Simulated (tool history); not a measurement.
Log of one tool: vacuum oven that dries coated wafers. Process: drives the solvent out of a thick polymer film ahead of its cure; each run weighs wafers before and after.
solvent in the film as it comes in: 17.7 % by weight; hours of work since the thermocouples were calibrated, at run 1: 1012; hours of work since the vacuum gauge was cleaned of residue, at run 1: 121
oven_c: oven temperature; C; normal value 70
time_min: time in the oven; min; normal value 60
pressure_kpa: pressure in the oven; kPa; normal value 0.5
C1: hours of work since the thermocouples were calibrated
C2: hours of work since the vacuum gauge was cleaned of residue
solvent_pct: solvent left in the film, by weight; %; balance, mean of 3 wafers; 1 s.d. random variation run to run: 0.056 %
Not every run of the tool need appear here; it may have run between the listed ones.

Run 1, hour 0: usual settings; C1 1012; C2 121. Result: solvent_pct 2.25 %.
Run 2, hour 50: usual settings; C1 1044; C2 153. Result: solvent_pct 2.14 %.
Run 3, hour 112.7: usual settings but pressure_kpa 0.501 kPa; C1 1083; C2 192. Result: solvent_pct 2.2 %.
Run 4, hour 170.3: usual settings; C1 1120; C2 229. Result: solvent_pct 2.15 %.
Run 5, hour 219.2: usual settings; C1 1150; C2 260. Result: solvent_pct 2.29 %.
Run 6, hour 258.5: usual settings; C1 1175; C2 284. Result: solvent_pct 2.19 %.
At hour 269.1: oven's thermocouples calibrated.
Run 7, hour 325: usual settings; C1 35; C2 325. Result: solvent_pct 1.92 %.
Run 8, hour 367.8: usual settings; C1 62; C2 352. Result: solvent_pct 1.9 %.
Run 9, hour 434.3: usual settings; C1 104; C2 394. Result: solvent_pct 1.82 %.
Run 10, hour 525: usual settings; C1 161; C2 451. Result: solvent_pct 1.79 %.
Run 11, hour 584.7: usual settings but pressure_kpa 1.589 kPa; C1 199; C2 489. Result: solvent_pct 3.62 %.
Run 12, hour 634.4: usual settings; C1 230; C2 520. Result: solvent_pct 1.89 %.
Run 13, hour 683.4: usual settings; C1 261; C2 551. Result: solvent_pct 1.98 %.
At hour 705: oven's thermocouples calibrated, once more.
Run 14, hour 741.2: usual settings; C1 23; C2 586. Result: solvent_pct 2.92 %.
Run 15, hour 821.2: usual settings; C1 73; C2 636. Result: solvent_pct 2.8 %.
Run 16, hour 890.4: usual settings but oven_c 76 C; C1 117; C2 680. Result: solvent_pct 1.73 %.
Run 17, hour 947.5: usual settings but oven_c 76 C; C1 153; C2 716. Result: solvent_pct 1.67 %.
Run 18, hour 1003: usual settings but pressure_kpa 1.391 kPa; C1 188; C2 751. Result: solvent_pct 4.31 %.
Run 19, hour 1045.4: usual settings but time_min 93 min; C1 215; C2 778. Result: solvent_pct 1.79 %.
Run 20, hour 1102.5: usual settings; C1 250; C2 814. Result: solvent_pct 2.76 %.
Run 21, hour 1144.2: usual settings; C1 277; C2 840. Result: solvent_pct 2.8 %.
Run 22, hour 1195.9: usual settings but pressure_kpa 0.902 kPa; C1 309; C2 873. Result: solvent_pct 3.47 %.
Run 23, hour 1266.9: usual settings but time_min 53 min; C1 354; C2 917. Result: solvent_pct 3.26 %.
Run 24, hour 1362: usual settings but time_min 53 min, pressure_kpa 1.845 kPa; C1 414; C2 977. Result: solvent_pct 5.4 %.
Run 25, hour 1445.7: usual settings but oven_c 62 C, time_min 42 min, pressure_kpa 0.679 kPa; C1 467; C2 1030. Result: solvent_pct 6.7 %.
At hour 1473.4: vacuum gauge cleaned of residue and calibrated.
Run 26, hour 1538.1: usual settings but oven_c 62 C, time_min 42 min, pressure_kpa 1.412 kPa; C1 524; C2 41. Result: solvent_pct 7.74 %.
Run 27, hour 1588.5: usual settings but oven_c 69 C, pressure_kpa 0.671 kPa; C1 556; C2 73. Result: solvent_pct 2.88 %.
Run 28, hour 1651.3: usual settings but oven_c 69 C, pressure_kpa 0.671 kPa; C1 595; C2 112. Result: solvent_pct 2.77 %.
Run 29, hour 1715.5: usual settings but time_min 32 min, pressure_kpa 0.259 kPa; C1 636; C2 153. Result: solvent_pct 4.67 %.
Run 30, hour 1777.7: usual settings but time_min 30 min, pressure_kpa 0.376 kPa; C1 675; C2 192. Result: solvent_pct 5.16 %.
Run 31, hour 1845.1: usual settings but time_min 30 min, pressure_kpa 0.376 kPa; C1 718; C2 234. Result: solvent_pct 5.02 %.
Run 32, hour 1891.3: usual settings but oven_c 56 C, time_min 31 min; C1 747; C2 263. Result: solvent_pct 8.96 %.
Run 33, hour 1930.3: usual settings but oven_c 56 C, time_min 31 min; C1 771; C2 288. Result: solvent_pct 9.02 %.
Run 34, hour 1999.1: usual settings but time_min 101 min, pressure_kpa 0.32 kPa; C1 815; C2 331. Result: solvent_pct 1.01 %.
Run 35, hour 2077.8: usual settings but oven_c 66 C, time_min 55 min, pressure_kpa 0.32 kPa; C1 864; C2 381. Result: solvent_pct 3.19 %.
Run 36, hour 2172.5: usual settings but oven_c 62 C, pressure_kpa 1.733 kPa; C1 924; C2 441. Result: solvent_pct 6.84 %.
Run 37, hour 2253.4: usual settings but oven_c 62 C, pressure_kpa 1.733 kPa; C1 975; C2 492. Result: solvent_pct 6.9 %.
Run 38, hour 2348.4: usual settings but oven_c 62 C, pressure_kpa 1.733 kPa; C1 1035; C2 551. Result: solvent_pct 6.87 %.
Run 39, hour 2417.4: usual settings but oven_c 75 C, time_min 34 min, pressure_kpa 0.47 kPa; C1 1078; C2 595. Result: solvent_pct 3.31 %.
Run 40, hour 2504.1: usual settings but oven_c 75 C, time_min 63 min, pressure_kpa 0.718 kPa; C1 1133; C2 650. Result: solvent_pct 1.83 %.
At hour 2580.7: oven's thermocouples calibrated.
Run 41, hour 2601: usual settings but time_min 49 min; C1 13; C2 709. Result: solvent_pct 3.79 %.
Run 42, hour 2690: usual settings but time_min 31 min, pressure_kpa 0.526 kPa; C1 69; C2 765. Result: solvent_pct 5.82 %.
Run 43, hour 2735.2: usual settings but oven_c 61 C, time_min 35 min, pressure_kpa 0.606 kPa; C1 97; C2 794. Result: solvent_pct 8 %.
Run 44, hour 2787.9: usual settings but oven_c 61 C, time_min 35 min, pressure_kpa 0.606 kPa; C1 131; C2 827. Result: solvent_pct 7.95 %.
Run 45, hour 2831.6: usual settings but oven_c 61 C, time_min 35 min, pressure_kpa 0.606 kPa; C1 158; C2 855. Result: solvent_pct 8.17 %.
Run 46, hour 2885.1: usual settings but oven_c 65 C, time_min 35 min, pressure_kpa 1.43 kPa; C1 192; C2 888. Result: solvent_pct 8.4 %.

Measured minus without-hidden-state, run by run (identical run-to-run variation in each term; gauge scatter may differ):
Hidden state present: true wafer temperature over the reading, C; true pressure over the reading, kPa; drift of the gauge itself on solvent_pct, %.
run  solvent_pct
  1        -0.43
  2        -0.43
  3        -0.42
  4        -0.42
  5        -0.42
  6        -0.42
  7        -0.72
  8        -0.71
  9        -0.71
 10        -0.71
 11           -1
 12        -0.69
 13        -0.71
 14        +0.18
 15        +0.17
 16        +0.16
 17        +0.16
 18        +0.14
 19        +0.28
 20        +0.18
 21        +0.18
 22        +0.15
 23        +0.14
 24        +0.06
 25        +0.09
 26        -0.47
 27        -0.31
 28         -0.3
 29         -0.4
 30        -0.41
 31        -0.42
 32        -0.39
 33        -0.39
 34        -0.02
 35        -0.36
 36        -0.57
 37        -0.58
 38        -0.59
 39        -0.42
 40        -0.14
 41        +0.33
 42        +0.27
 43        +0.35
 44        +0.34
 45        +0.34
 46         +0.3

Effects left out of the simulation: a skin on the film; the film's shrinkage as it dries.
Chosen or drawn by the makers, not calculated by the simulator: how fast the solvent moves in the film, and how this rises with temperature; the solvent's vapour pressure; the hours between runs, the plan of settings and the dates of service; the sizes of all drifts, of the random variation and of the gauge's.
